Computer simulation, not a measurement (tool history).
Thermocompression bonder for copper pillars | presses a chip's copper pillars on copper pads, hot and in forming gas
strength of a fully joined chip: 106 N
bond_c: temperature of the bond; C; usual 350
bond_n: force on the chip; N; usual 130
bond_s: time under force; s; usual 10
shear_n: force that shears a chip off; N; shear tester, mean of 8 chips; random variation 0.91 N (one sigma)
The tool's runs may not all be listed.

Run 1, hour 0.0: usual settings. Result: shear_n 70.4 N.
Run 2, hour 21.3: usual settings. Result: shear_n 68.2 N.
Run 3, hour 43.1: usual settings. Result: shear_n 68.9 N.
Run 4, hour 57.6: usual settings. Result: shear_n 68.3 N.
Run 5, hour 67.8: usual settings. Result: shear_n 69.8 N.
At hour 77.8: forming gas filter changed.
Run 6, hour 78.7: usual settings but bond_n 92 N. Result: shear_n 66.2 N.
Run 7, hour 92.2: usual settings but bond_c 359 C, bond_n 85 N, bond_s 9 s. Result: shear_n 67.3 N.
Run 8, hour 112.6: usual settings but bond_c 365 C, bond_n 194 N. Result: shear_n 90.5 N.
Run 9, hour 127.8: usual settings but bond_c 338 C, bond_n 194 N. Result: shear_n 76.8 N.
Run 10, hour 143.9: usual settings but bond_c 325 C, bond_n 79 N. Result: shear_n 47.2 N.
Run 11, hour 154.4: usual settings but bond_c 367 C, bond_n 147 N, bond_s 8 s. Result: shear_n 80.7 N.

Forecast each of these 5 alternatives for the next run:
Run A, hour 174.6: usual settings but bond_c 346 C, bond_n 192 N, bond_s 8 s. Result: shear_n ?.
Run B, hour 174.6: usual settings but bond_c 338 C, bond_n 178 N, bond_s 8 s. Result: shear_n ?.
Run C, hour 174.6: usual settings but bond_n 152 N. Result: shear_n ?.
Run D, hour 174.6: usual settings but bond_c 343 C, bond_s 7 s. Result: shear_n ?.
Run E, hour 174.6: usual settings but bond_c 333 C, bond_n 147 N, bond_s 23 s. Result: shear_n ?.

run  shear_n
  A     73.4
  B     67.3
  C     75.3
  D     59.2
  E     79.7
Without the tool's hidden state the same runs would have given:
run  shear_n
  A     77.9
  B     71.6
  C     79.7
  D     63.3
  E     84.2
